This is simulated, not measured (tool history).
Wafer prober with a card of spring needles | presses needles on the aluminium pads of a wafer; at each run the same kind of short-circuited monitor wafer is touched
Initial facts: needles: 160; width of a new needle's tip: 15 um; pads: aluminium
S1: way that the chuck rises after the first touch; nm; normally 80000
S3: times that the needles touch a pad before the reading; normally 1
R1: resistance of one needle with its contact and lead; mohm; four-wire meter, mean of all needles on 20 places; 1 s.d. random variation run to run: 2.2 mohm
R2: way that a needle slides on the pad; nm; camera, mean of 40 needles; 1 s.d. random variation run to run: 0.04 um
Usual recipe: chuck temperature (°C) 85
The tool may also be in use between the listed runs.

{"run": 1, "day": 0.0, "S1": 80000, "chuck temperature (°C)": 85, "S3": 1, "R1": 303, "R2": 18840}
{"day": 0.225, "done": "tips cleaned on abrasive film"}
{"day": 0.779, "done": "tips cleaned on abrasive film"}
{"day": 1.121, "done": "height of the first contact set anew"}
{"day": 1.346, "done": "tips cleaned on abrasive film"}
{"day": 1.896, "done": "tips cleaned on abrasive film"}
{"day": 2.45, "done": "tips cleaned on abrasive film"}
{"run": 2, "day": 2.592, "S1": 82000, "chuck temperature (°C)": 85, "S3": 1, "R1": 280, "R2": 18840}
{"day": 2.925, "done": "tips cleaned on abrasive film"}
{"day": 3.371, "done": "tips cleaned on abrasive film"}
{"day": 3.921, "done": "tips cleaned on abrasive film"}
{"day": 4.367, "done": "tips cleaned on abrasive film"}
{"day": 4.921, "done": "tips cleaned on abrasive film"}
{"day": 5.475, "done": "tips cleaned on abrasive film"}
{"run": 3, "day": 5.888, "S1": 82000, "chuck temperature (°C)": 85, "S3": 1, "R1": 321, "R2": 18660}
{"day": 6.0, "done": "tips cleaned on abrasive film"}
{"day": 6.554, "done": "tips cleaned on abrasive film"}
{"day": 7.108, "done": "tips cleaned on abrasive film"}
{"day": 7.662, "done": "tips cleaned on abrasive film"}
{"day": 8.104, "done": "tips cleaned on abrasive film"}
{"day": 8.55, "done": "tips cleaned on abrasive film"}
{"day": 9.083, "done": "tips cleaned on abrasive film"}
{"run": 4, "day": 9.083, "S1": 82000, "chuck temperature (°C)": 85, "S3": 1, "R1": 255, "R2": 18480}
{"day": 9.638, "done": "tips cleaned on abrasive film"}
{"day": 10.192, "done": "tips cleaned on abrasive film"}
{"day": 10.633, "done": "tips cleaned on abrasive film"}
{"day": 11.188, "done": "tips cleaned on abrasive film"}
{"run": 5, "day": 11.6, "S1": 82000, "chuck temperature (°C)": 85, "S3": 2, "R1": 296, "R2": 18410}
{"day": 11.717, "done": "tips cleaned on abrasive film"}
{"day": 12.271, "done": "tips cleaned on abrasive film"}
{"day": 12.712, "done": "tips cleaned on abrasive film"}
{"day": 13.158, "done": "tips cleaned on abrasive film"}
{"day": 13.712, "done": "tips cleaned on abrasive film"}
{"day": 14.262, "done": "tips cleaned on abrasive film"}
{"day": 14.708, "done": "tips cleaned on abrasive film"}
{"run": 6, "day": 14.854, "S1": 80000, "chuck temperature (°C)": 85, "S3": 1, "R1": 287, "R2": 17680}
{"day": 15.192, "done": "tips cleaned on abrasive film"}
{"day": 15.633, "done": "tips cleaned on abrasive film"}
{"day": 16.188, "done": "tips cleaned on abrasive film"}
{"day": 16.742, "done": "tips cleaned on abrasive film"}
{"day": 17.296, "done": "tips cleaned on abrasive film"}
{"run": 7, "day": 17.388, "S1": 80000, "chuck temperature (°C)": 85, "S3": 1, "R1": 273, "R2": 17510}
{"day": 17.829, "done": "tips cleaned on abrasive film"}
{"day": 18.383, "done": "tips cleaned on abrasive film"}
{"day": 18.829, "done": "tips cleaned on abrasive film"}
{"day": 19.162, "done": "height of the first contact set anew, once more"}
{"run": 8, "day": 19.162, "S1": 80000, "chuck temperature (°C)": 85, "S3": 1, "R1": 302, "R2": 19700}
{"day": 19.388, "done": "tips cleaned on abrasive film"}
{"day": 19.829, "done": "tips cleaned on abrasive film"}
{"day": 20.383, "done": "tips cleaned on abrasive film"}
{"day": 20.829, "done": "tips cleaned on abrasive film"}
{"day": 21.271, "done": "tips cleaned on abrasive film"}
{"day": 21.825, "done": "tips cleaned on abrasive film"}
{"day": 22.296, "done": "tips cleaned on abrasive film"}
{"run": 9, "day": 22.296, "S1": 80000, "chuck temperature (°C)": 85, "S3": 1, "R1": 255, "R2": 19570}
{"day": 22.85, "done": "tips cleaned on abrasive film"}
{"day": 23.292, "done": "tips cleaned on abrasive film"}
{"day": 23.738, "done": "tips cleaned on abrasive film"}
{"run": 10, "day": 24.158, "S1": 80000, "chuck temperature (°C)": 85, "S3": 1, "R1": 320, "R2": 19450}
{"day": 24.271, "done": "tips cleaned on abrasive film"}
{"day": 24.717, "done": "tips cleaned on abrasive film"}
{"day": 25.271, "done": "tips cleaned on abrasive film"}
{"day": 25.825, "done": "tips cleaned on abrasive film"}
{"run": 11, "day": 25.996, "S1": 80000, "chuck temperature (°C)": 54, "S3": 1, "R1": 278, "R2": 19300}
{"day": 26.329, "done": "tips cleaned on abrasive film"}
{"day": 26.883, "done": "tips cleaned on abrasive film"}
{"day": 27.329, "done": "tips cleaned on abrasive film"}
{"day": 27.771, "done": "tips cleaned on abrasive film"}
{"run": 12, "day": 27.975, "S1": 80000, "chuck temperature (°C)": 54, "S3": 1, "R1": 292, "R2": 19330}
{"day": 28.312, "done": "tips cleaned on abrasive film"}
{"day": 28.754, "done": "tips cleaned on abrasive film"}
{"day": 29.308, "done": "tips cleaned on abrasive film"}
{"day": 29.75, "done": "tips cleaned on abrasive film"}
{"day": 30.196, "done": "tips cleaned on abrasive film"}
{"day": 30.75, "done": "tips cleaned on abrasive film"}
{"run": 13, "day": 30.904, "S1": 80000, "chuck temperature (°C)": 85, "S3": 1, "R1": 293, "R2": 19150}
{"day": 31.238, "done": "tips cleaned on abrasive film"}
{"day": 31.679, "done": "tips cleaned on abrasive film"}
{"day": 32.233, "done": "tips cleaned on abrasive film"}
{"day": 32.679, "done": "tips cleaned on abrasive film"}
{"run": 14, "day": 33.1, "S1": 80000, "chuck temperature (°C)": 85, "S3": 1, "R1": 337, "R2": 19080}
{"day": 33.217, "done": "tips cleaned on abrasive film"}
{"day": 33.767, "done": "tips cleaned on abrasive film"}
{"day": 34.321, "done": "tips cleaned on abrasive film"}
{"day": 34.767, "done": "tips cleaned on abrasive film"}
{"day": 35.208, "done": "tips cleaned on abrasive film"}
{"day": 35.762, "done": "tips cleaned on abrasive film"}
{"run": 15, "day": 36.092, "S1": 80000, "chuck temperature (°C)": 45, "S3": 3, "R1": 269, "R2": 18900}
{"day": 36.312, "done": "tips cleaned on abrasive film"}
{"day": 36.758, "done": "tips cleaned on abrasive film"}
{"day": 37.312, "done": "tips cleaned on abrasive film"}
{"day": 37.754, "done": "tips cleaned on abrasive film"}
{"day": 37.988, "done": "height of the first contact set anew"}
{"day": 38.229, "done": "tips cleaned on abrasive film"}
{"run": 16, "day": 38.229, "S1": 61000, "chuck temperature (°C)": 27, "S3": 2, "R1": 243, "R2": 15040}
{"day": 38.779, "done": "tips cleaned on abrasive film"}
{"day": 39.225, "done": "tips cleaned on abrasive film"}
{"day": 39.667, "done": "tips cleaned on abrasive film"}
{"day": 40.221, "done": "tips cleaned on abrasive film"}
{"day": 40.667, "done": "tips cleaned on abrasive film"}
{"day": 41.108, "done": "tips cleaned on abrasive film"}
{"run": 17, "day": 41.312, "S1": 61000, "chuck temperature (°C)": 38, "S3": 2, "R1": 300, "R2": 14830}
{"day": 41.646, "done": "tips cleaned on abrasive film"}
{"day": 42.2, "done": "tips cleaned on abrasive film"}
{"day": 42.721, "done": "tips cleaned on abrasive film"}
{"run": 18, "day": 42.721, "S1": 61000, "chuck temperature (°C)": 38, "S3": 2, "R1": 255, "R2": 14810}
{"day": 43.162, "done": "tips cleaned on abrasive film"}
{"day": 43.608, "done": "tips cleaned on abrasive film"}
{"day": 44.05, "done": "tips cleaned on abrasive film"}
{"day": 44.525, "done": "tips cleaned on abrasive film"}
{"run": 19, "day": 44.525, "S1": 61000, "chuck temperature (°C)": 38, "S3": 2, "R1": 249, "R2": 14660}
{"day": 44.967, "done": "tips cleaned on abrasive film"}
{"day": 45.521, "done": "tips cleaned on abrasive film"}
{"day": 46.075, "done": "tips cleaned on abrasive film"}
{"day": 46.55, "done": "tips cleaned on abrasive film"}
{"run": 20, "day": 46.55, "S1": 61000, "chuck temperature (°C)": 38, "S3": 2, "R1": 256, "R2": 14600}
{"day": 46.996, "done": "tips cleaned on abrasive film"}
{"day": 47.438, "done": "tips cleaned on abrasive film"}
{"day": 47.992, "done": "tips cleaned on abrasive film"}
{"day": 48.438, "done": "tips cleaned on abrasive film"}
{"run": 21, "day": 48.55, "S1": 71000, "chuck temperature (°C)": 106, "S3": 2, "R1": 285, "R2": 17020}
{"day": 48.888, "done": "tips cleaned on abrasive film"}
{"day": 49.329, "done": "tips cleaned on abrasive film"}
{"day": 49.883, "done": "tips cleaned on abrasive film"}
{"day": 50.325, "done": "tips cleaned on abrasive film"}
{"day": 50.771, "done": "tips cleaned on abrasive film"}
{"run": 22, "day": 51.121, "S1": 71000, "chuck temperature (°C)": 55, "S3": 2, "R1": 309, "R2": 16820}
{"day": 51.233, "done": "tips cleaned on abrasive film"}
{"day": 51.788, "done": "tips cleaned on abrasive film"}
{"day": 52.229, "done": "tips cleaned on abrasive film"}
{"run": 23, "day": 52.558, "S1": 93000, "chuck temperature (°C)": 30, "S3": 1, "R1": 299, "R2": 22190}
{"day": 52.783, "done": "tips cleaned on abrasive film"}
{"day": 53.229, "done": "tips cleaned on abrasive film"}
{"day": 53.671, "done": "tips cleaned on abrasive film"}
{"day": 54.225, "done": "tips cleaned on abrasive film"}
{"day": 54.671, "done": "tips cleaned on abrasive film"}
{"day": 55.112, "done": "tips cleaned on abrasive film"}
{"day": 55.596, "done": "tips cleaned on abrasive film"}
{"run": 24, "day": 55.596, "S1": 77000, "chuck temperature (°C)": 85, "S3": 2, "R1": 256, "R2": 18060}
{"day": 56.15, "done": "tips cleaned on abrasive film"}
{"day": 56.704, "done": "tips cleaned on abrasive film"}
{"day": 56.717, "done": "height of the first contact set anew"}
{"day": 57.162, "done": "tips cleaned on abrasive film"}
{"day": 57.717, "done": "tips cleaned on abrasive film"}
{"day": 58.158, "done": "tips cleaned on abrasive film"}
{"day": 58.604, "done": "tips cleaned on abrasive film"}
{"run": 25, "day": 59.033, "S1": 77000, "chuck temperature (°C)": 85, "S3": 2, "R1": 302, "R2": 18970}

Here are 3 independent what-if runs from the current tool condition. What would each one return?
{"day": 59.146, "done": "tips cleaned on abrasive film"}
{"day": 59.592, "done": "tips cleaned on abrasive film"}
{"day": 60.146, "done": "tips cleaned on abrasive film"}
{"day": 60.588, "done": "tips cleaned on abrasive film"}
{"day": 61.142, "done": "tips cleaned on abrasive film"}
{"day": 61.583, "done": "tips cleaned on abrasive film"}
{"run": "A", "day": 61.692, "S1": 80000, "chuck temperature (°C)": 45, "S3": 2, "R1": "?", "R2": "?"}
{"day": 59.146, "done": "tips cleaned on abrasive film"}
{"day": 59.592, "done": "tips cleaned on abrasive film"}
{"day": 60.146, "done": "tips cleaned on abrasive film"}
{"day": 60.588, "done": "tips cleaned on abrasive film"}
{"day": 61.142, "done": "tips cleaned on abrasive film"}
{"day": 61.583, "done": "tips cleaned on abrasive film"}
{"run": "B", "day": 61.692, "S1": 80000, "chuck temperature (°C)": 91, "S3": 1, "R1": "?", "R2": "?"}
{"day": 59.146, "done": "tips cleaned on abrasive film"}
{"day": 59.592, "done": "tips cleaned on abrasive film"}
{"day": 60.146, "done": "tips cleaned on abrasive film"}
{"day": 60.588, "done": "tips cleaned on abrasive film"}
{"day": 61.142, "done": "tips cleaned on abrasive film"}
{"day": 61.583, "done": "tips cleaned on abrasive film"}
{"run": "C", "day": 61.692, "S1": 87000, "chuck temperature (°C)": 85, "S3": 2, "R1": "?", "R2": "?"}

run=A R1=258 R2=19450
run=B R1=275 R2=19530
run=C R1=265 R2=21260
With the hidden condition removed and each run's random variation left untouched, the same runs would have given:
run=A R1=232 R2=19710
run=B R1=239 R2=19790
run=C R1=243 R2=21510

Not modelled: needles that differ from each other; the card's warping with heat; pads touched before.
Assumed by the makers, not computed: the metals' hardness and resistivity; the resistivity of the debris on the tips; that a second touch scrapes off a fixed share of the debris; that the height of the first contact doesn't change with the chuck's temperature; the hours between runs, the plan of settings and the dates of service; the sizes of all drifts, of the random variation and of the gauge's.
